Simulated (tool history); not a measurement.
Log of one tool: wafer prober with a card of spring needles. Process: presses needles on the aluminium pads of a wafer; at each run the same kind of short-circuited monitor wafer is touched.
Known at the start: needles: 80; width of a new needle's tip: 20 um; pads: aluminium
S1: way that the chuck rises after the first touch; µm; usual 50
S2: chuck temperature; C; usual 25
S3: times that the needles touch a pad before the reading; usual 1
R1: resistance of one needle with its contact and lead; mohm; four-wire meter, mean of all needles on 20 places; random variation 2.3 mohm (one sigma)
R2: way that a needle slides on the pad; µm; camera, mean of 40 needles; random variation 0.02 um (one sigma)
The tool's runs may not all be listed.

run,hour,S1,S2,S3,R1,R2
1,0,50,25,1,256,10.27
# hour 5.8: tips cleaned on abrasive film
2,10.2,50,25,2,255,10.24
3,18.4,50,29,1,253,10.2
# hour 19.4: tips cleaned on abrasive film
4,25.1,50,29,1,257,10.19
# hour 32.9: tips cleaned on abrasive film
5,33,50,29,1,254,10.2
6,39.3,50,25,1,257,10.18
7,44.7,50,25,1,255,10.18
# hour 46.4: tips cleaned on abrasive film
8,49.6,50,25,1,255,10.13
# hour 60.2: tips cleaned on abrasive film
9,60.9,50,28,1,256,10.18
10,67.6,50,25,2,258,10.1
# hour 73.9: tips cleaned on abrasive film
11,73.9,50,25,2,253,10.13

Forecast each of these 4 alternatives for the next run:
A,79.4,50,92,2,?,?
B,79.4,50,113,2,?,?
C,79.4,66,87,1,?,?
D,79.4,34,58,1,?,?

run,R1,R2
A,276,10.1
B,284,10.09
C,271,13.37
D,278,6.88
Without the tool's hidden state the same runs would have given:
run,R1,R2
A,276,10.26
B,284,10.25
C,271,13.57
D,277,6.99
